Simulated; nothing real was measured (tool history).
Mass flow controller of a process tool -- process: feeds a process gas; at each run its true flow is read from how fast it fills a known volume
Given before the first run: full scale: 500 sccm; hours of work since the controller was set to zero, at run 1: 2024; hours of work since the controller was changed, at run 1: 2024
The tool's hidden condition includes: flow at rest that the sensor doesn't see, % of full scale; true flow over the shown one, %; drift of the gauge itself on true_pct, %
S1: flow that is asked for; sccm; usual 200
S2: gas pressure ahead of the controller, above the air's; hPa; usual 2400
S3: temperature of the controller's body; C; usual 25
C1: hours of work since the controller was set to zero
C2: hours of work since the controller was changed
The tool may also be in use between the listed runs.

{"run": 1, "day": 0.0, "S1": 200, "S2": 2400, "S3": 25, "C1": 2024, "C2": 2024, "true flow (%)": 98.7}
{"run": 2, "day": 5.533, "S1": 200, "S2": 2400, "S3": 25, "C1": 2127, "C2": 2127, "true flow (%)": 98.62}
{"run": 3, "day": 11.017, "S1": 200, "S2": 2020, "S3": 25, "C1": 2229, "C2": 2229, "true flow (%)": 98.22}
{"run": 4, "day": 19.417, "S1": 224, "S2": 2400, "S3": 25, "C1": 2385, "C2": 2385, "true flow (%)": 98.5}
{"run": 5, "day": 28.554, "S1": 224, "S2": 2400, "S3": 25, "C1": 2554, "C2": 2554, "true flow (%)": 98.35}
{"run": 6, "day": 35.875, "S1": 224, "S2": 2400, "S3": 25, "C1": 2690, "C2": 2690, "true flow (%)": 98.28}
{"run": 7, "day": 42.596, "S1": 200, "S2": 2400, "S3": 25, "C1": 2815, "C2": 2815, "true flow (%)": 98.24}
{"run": 8, "day": 52.85, "S1": 200, "S2": 2400, "S3": 25, "C1": 3006, "C2": 3006, "true flow (%)": 98.04}
{"run": 9, "day": 59.446, "S1": 200, "S2": 2400, "S3": 30, "C1": 3128, "C2": 3128, "true flow (%)": 97.87}
{"run": 10, "day": 68.746, "S1": 200, "S2": 2400, "S3": 30, "C1": 3301, "C2": 3301, "true flow (%)": 97.6}
{"run": 11, "day": 76.95, "S1": 200, "S2": 2400, "S3": 30, "C1": 3453, "C2": 3453, "true flow (%)": 97.65}
{"run": 12, "day": 85.996, "S1": 200, "S2": 2400, "S3": 30, "C1": 3621, "C2": 3621, "true flow (%)": 97.61}
{"run": 13, "day": 96.488, "S1": 142, "S2": 2400, "S3": 25, "C1": 3816, "C2": 3816, "true flow (%)": 97.1}
{"day": 97.546, "done": "controller's zero set anew"}
{"run": 14, "day": 103.138, "S1": 142, "S2": 2400, "S3": 25, "C1": 104, "C2": 3939, "true flow (%)": 96.75}
{"run": 15, "day": 110.483, "S1": 142, "S2": 2400, "S3": 25, "C1": 240, "C2": 4076, "true flow (%)": 96.73}

For run 16, what comes out?
{"run": 16, "day": 119.621, "S1": 387, "S2": 1540, "S3": 26, "C1": 410, "C2": 4245, "true flow (%)": "?"}

{"run 16": {"true flow (%)": 97.32}}
With the hidden condition absent and the run-to-run variation left alone, this run would have shown true flow (%) 99.38.

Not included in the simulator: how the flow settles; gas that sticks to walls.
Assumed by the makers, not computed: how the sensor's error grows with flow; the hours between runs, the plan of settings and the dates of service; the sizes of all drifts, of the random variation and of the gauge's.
